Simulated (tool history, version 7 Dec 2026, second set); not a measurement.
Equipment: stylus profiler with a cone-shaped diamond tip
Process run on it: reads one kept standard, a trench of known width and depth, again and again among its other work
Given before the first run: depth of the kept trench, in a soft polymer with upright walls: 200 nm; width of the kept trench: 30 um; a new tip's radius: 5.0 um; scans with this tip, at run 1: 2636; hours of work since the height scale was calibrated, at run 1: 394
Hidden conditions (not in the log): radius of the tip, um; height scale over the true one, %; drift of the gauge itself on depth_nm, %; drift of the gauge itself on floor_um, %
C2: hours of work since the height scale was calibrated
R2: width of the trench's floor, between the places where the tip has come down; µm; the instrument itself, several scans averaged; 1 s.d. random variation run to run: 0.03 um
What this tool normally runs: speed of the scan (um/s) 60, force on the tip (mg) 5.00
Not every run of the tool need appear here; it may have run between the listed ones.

{"run": 1, "hour": 0.0, "speed of the scan (um/s)": 60, "force on the tip (mg)": 5.0, "scans with this tip": 2636, "C2": 394, "depth of the trench (nm)": 204.0, "R2": 26.17}
{"run": 2, "hour": 28.2, "speed of the scan (um/s)": 200, "force on the tip (mg)": 5.0, "scans with this tip": 2724, "C2": 407, "depth of the trench (nm)": 203.95, "R2": 25.54}
{"run": 3, "hour": 50.6, "speed of the scan (um/s)": 200, "force on the tip (mg)": 5.0, "scans with this tip": 2794, "C2": 418, "depth of the trench (nm)": 203.92, "R2": 25.57}
{"run": 4, "hour": 88.2, "speed of the scan (um/s)": 200, "force on the tip (mg)": 5.0, "scans with this tip": 2911, "C2": 435, "depth of the trench (nm)": 204.04, "R2": 25.53}
{"run": 5, "hour": 122.1, "speed of the scan (um/s)": 200, "force on the tip (mg)": 5.0, "scans with this tip": 3017, "C2": 451, "depth of the trench (nm)": 203.92, "R2": 25.44}
{"run": 6, "hour": 147.5, "speed of the scan (um/s)": 200, "force on the tip (mg)": 5.0, "scans with this tip": 3096, "C2": 463, "depth of the trench (nm)": 204.03, "R2": 25.42}
{"run": 7, "hour": 177.0, "speed of the scan (um/s)": 200, "force on the tip (mg)": 5.0, "scans with this tip": 3188, "C2": 477, "depth of the trench (nm)": 203.93, "R2": 25.44}
{"run": 8, "hour": 220.3, "speed of the scan (um/s)": 200, "force on the tip (mg)": 5.0, "scans with this tip": 3323, "C2": 497, "depth of the trench (nm)": 204.03, "R2": 25.47}
{"run": 9, "hour": 257.5, "speed of the scan (um/s)": 200, "force on the tip (mg)": 7.03, "scans with this tip": 3439, "C2": 514, "depth of the trench (nm)": 204.95, "R2": 25.55}
{"run": 10, "hour": 298.1, "speed of the scan (um/s)": 200, "force on the tip (mg)": 7.03, "scans with this tip": 3566, "C2": 533, "depth of the trench (nm)": 204.93, "R2": 25.47}
{"run": 11, "hour": 322.8, "speed of the scan (um/s)": 200, "force on the tip (mg)": 7.03, "scans with this tip": 3643, "C2": 545, "depth of the trench (nm)": 204.96, "R2": 25.49}
{"run": 12, "hour": 365.3, "speed of the scan (um/s)": 200, "force on the tip (mg)": 7.03, "scans with this tip": 3776, "C2": 565, "depth of the trench (nm)": 204.95, "R2": 25.45}
{"run": 13, "hour": 404.7, "speed of the scan (um/s)": 60, "force on the tip (mg)": 5.0, "scans with this tip": 3899, "C2": 583, "depth of the trench (nm)": 204.0, "R2": 25.89}
{"run": 14, "hour": 429.3, "speed of the scan (um/s)": 60, "force on the tip (mg)": 5.0, "scans with this tip": 3976, "C2": 595, "depth of the trench (nm)": 204.07, "R2": 25.97}
{"run": 15, "hour": 456.9, "speed of the scan (um/s)": 60, "force on the tip (mg)": 5.0, "scans with this tip": 4062, "C2": 608, "depth of the trench (nm)": 204.07, "R2": 25.86}
{"run": 16, "hour": 488.5, "speed of the scan (um/s)": 60, "force on the tip (mg)": 5.0, "scans with this tip": 4160, "C2": 622, "depth of the trench (nm)": 204.08, "R2": 25.9}
{"run": 17, "hour": 523.3, "speed of the scan (um/s)": 60, "force on the tip (mg)": 5.0, "scans with this tip": 4269, "C2": 639, "depth of the trench (nm)": 204.19, "R2": 25.85}
{"run": 18, "hour": 559.7, "speed of the scan (um/s)": 60, "force on the tip (mg)": 5.0, "scans with this tip": 4383, "C2": 656, "depth of the trench (nm)": 204.12, "R2": 25.85}
{"run": 19, "hour": 585.7, "speed of the scan (um/s)": 60, "force on the tip (mg)": 5.0, "scans with this tip": 4464, "C2": 668, "depth of the trench (nm)": 204.14, "R2": 25.83}
{"run": 20, "hour": 618.0, "speed of the scan (um/s)": 60, "force on the tip (mg)": 5.0, "scans with this tip": 4565, "C2": 683, "depth of the trench (nm)": 204.09, "R2": 25.78}
{"run": 21, "hour": 660.5, "speed of the scan (um/s)": 60, "force on the tip (mg)": 5.0, "scans with this tip": 4697, "C2": 703, "depth of the trench (nm)": 204.15, "R2": 25.78}
{"run": 22, "hour": 694.9, "speed of the scan (um/s)": 60, "force on the tip (mg)": 5.0, "scans with this tip": 4804, "C2": 719, "depth of the trench (nm)": 204.12, "R2": 25.74}
{"run": 23, "hour": 716.2, "speed of the scan (um/s)": 60, "force on the tip (mg)": 3.43, "scans with this tip": 4871, "C2": 729, "depth of the trench (nm)": 203.3, "R2": 25.68}
{"run": 24, "hour": 735.7, "speed of the scan (um/s)": 60, "force on the tip (mg)": 3.43, "scans with this tip": 4932, "C2": 738, "depth of the trench (nm)": 203.4, "R2": 25.64}
{"run": 25, "hour": 782.2, "speed of the scan (um/s)": 25, "force on the tip (mg)": 3.55, "scans with this tip": 5077, "C2": 759, "depth of the trench (nm)": 203.43, "R2": 25.83}
{"run": 26, "hour": 829.2, "speed of the scan (um/s)": 28, "force on the tip (mg)": 2.02, "scans with this tip": 5224, "C2": 781, "depth of the trench (nm)": 202.55, "R2": 25.69}
{"run": 27, "hour": 862.5, "speed of the scan (um/s)": 28, "force on the tip (mg)": 2.02, "scans with this tip": 5328, "C2": 797, "depth of the trench (nm)": 202.53, "R2": 25.73}
{"run": 28, "hour": 882.5, "speed of the scan (um/s)": 113, "force on the tip (mg)": 10.16, "scans with this tip": 5390, "C2": 806, "depth of the trench (nm)": 206.43, "R2": 25.58}
{"run": 29, "hour": 915.8, "speed of the scan (um/s)": 60, "force on the tip (mg)": 2.98, "scans with this tip": 5494, "C2": 822, "depth of the trench (nm)": 203.17, "R2": 25.49}
{"run": 30, "hour": 937.3, "speed of the scan (um/s)": 60, "force on the tip (mg)": 2.98, "scans with this tip": 5561, "C2": 832, "depth of the trench (nm)": 203.15, "R2": 25.52}
{"run": 31, "hour": 963.1, "speed of the scan (um/s)": 198, "force on the tip (mg)": 1.8, "scans with this tip": 5641, "C2": 844, "depth of the trench (nm)": 202.39, "R2": 24.33}
{"run": 32, "hour": 984.9, "speed of the scan (um/s)": 89, "force on the tip (mg)": 8.29, "scans with this tip": 5710, "C2": 854, "depth of the trench (nm)": 205.68, "R2": 25.6}
{"run": 33, "hour": 1021.6, "speed of the scan (um/s)": 89, "force on the tip (mg)": 8.29, "scans with this tip": 5824, "C2": 871, "depth of the trench (nm)": 205.68, "R2": 25.5}
{"run": 34, "hour": 1058.4, "speed of the scan (um/s)": 177, "force on the tip (mg)": 5.08, "scans with this tip": 5939, "C2": 888, "depth of the trench (nm)": 204.22, "R2": 24.99}
{"run": 35, "hour": 1093.7, "speed of the scan (um/s)": 39, "force on the tip (mg)": 2.07, "scans with this tip": 6049, "C2": 905, "depth of the trench (nm)": 202.65, "R2": 25.49}
{"run": 36, "hour": 1133.6, "speed of the scan (um/s)": 60, "force on the tip (mg)": 5.42, "scans with this tip": 6174, "C2": 923, "depth of the trench (nm)": 204.51, "R2": 25.53}
{"run": 37, "hour": 1178.7, "speed of the scan (um/s)": 30, "force on the tip (mg)": 5.42, "scans with this tip": 6314, "C2": 944, "depth of the trench (nm)": 204.6, "R2": 25.63}
{"run": 38, "hour": 1226.1, "speed of the scan (um/s)": 100, "force on the tip (mg)": 5.0, "scans with this tip": 6462, "C2": 967, "depth of the trench (nm)": 204.28, "R2": 25.28}
{"run": 39, "hour": 1264.3, "speed of the scan (um/s)": 66, "force on the tip (mg)": 12.39, "scans with this tip": 6581, "C2": 984, "depth of the trench (nm)": 207.39, "R2": 25.5}
{"run": 40, "hour": 1301.9, "speed of the scan (um/s)": 151, "force on the tip (mg)": 2.59, "scans with this tip": 6699, "C2": 1002, "depth of the trench (nm)": 202.95, "R2": 24.67}
{"run": 41, "hour": 1347.9, "speed of the scan (um/s)": 74, "force on the tip (mg)": 4.32, "scans with this tip": 6842, "C2": 1023, "depth of the trench (nm)": 204.03, "R2": 25.27}
{"run": 42, "hour": 1384.4, "speed of the scan (um/s)": 60, "force on the tip (mg)": 5.0, "scans with this tip": 6956, "C2": 1041, "depth of the trench (nm)": 204.4, "R2": 25.35}
{"run": 43, "hour": 1418.7, "speed of the scan (um/s)": 99, "force on the tip (mg)": 5.0, "scans with this tip": 7063, "C2": 1057, "depth of the trench (nm)": 204.39, "R2": 25.15}
{"run": 44, "hour": 1463.1, "speed of the scan (um/s)": 48, "force on the tip (mg)": 12.2, "scans with this tip": 7202, "C2": 1077, "depth of the trench (nm)": 207.44, "R2": 25.38}
{"run": 45, "hour": 1495.2, "speed of the scan (um/s)": 35, "force on the tip (mg)": 3.89, "scans with this tip": 7302, "C2": 1092, "depth of the trench (nm)": 203.85, "R2": 25.37}
{"run": 46, "hour": 1519.9, "speed of the scan (um/s)": 35, "force on the tip (mg)": 3.89, "scans with this tip": 7379, "C2": 1104, "depth of the trench (nm)": 203.81, "R2": 25.36}

Some steps in depth of the trench (nm), run to run, broken into two amounts with sign: the step expected even without the hidden condition (settings, incoming material, random variation), and the rest, left for the hidden condition together with whatever gauge scatter is not in both the measured and the hidden-condition-free result:
Run 3 -> 4: no setting touched and nothing written in the log between the runs. depth of the trench (nm) +0.12: hidden state +0.02, all else +0.10.
Run 27 -> 28: speed of the scan (um/s) 28 -> 113, force on the tip (mg) 2.02 -> 10.16. depth of the trench (nm) +3.90: hidden state +0.02, all else +3.88.
Run 31 -> 32: speed of the scan (um/s) 198 -> 89, force on the tip (mg) 1.80 -> 8.29. depth of the trench (nm) +3.29: hidden state +0.03, all else +3.26.
Run 37 -> 38: speed of the scan (um/s) 30 -> 100, force on the tip (mg) 5.42 -> 5.00. depth of the trench (nm) -0.32: hidden state +0.03, all else -0.35.
Run 39 -> 40: speed of the scan (um/s) 66 -> 151, force on the tip (mg) 12.39 -> 2.59. depth of the trench (nm) -4.44: hidden state -0.01, all else -4.43.
Run 44 -> 45: speed of the scan (um/s) 48 -> 35, force on the tip (mg) 12.20 -> 3.89. depth of the trench (nm) -3.59: hidden state -0.01, all else -3.58.

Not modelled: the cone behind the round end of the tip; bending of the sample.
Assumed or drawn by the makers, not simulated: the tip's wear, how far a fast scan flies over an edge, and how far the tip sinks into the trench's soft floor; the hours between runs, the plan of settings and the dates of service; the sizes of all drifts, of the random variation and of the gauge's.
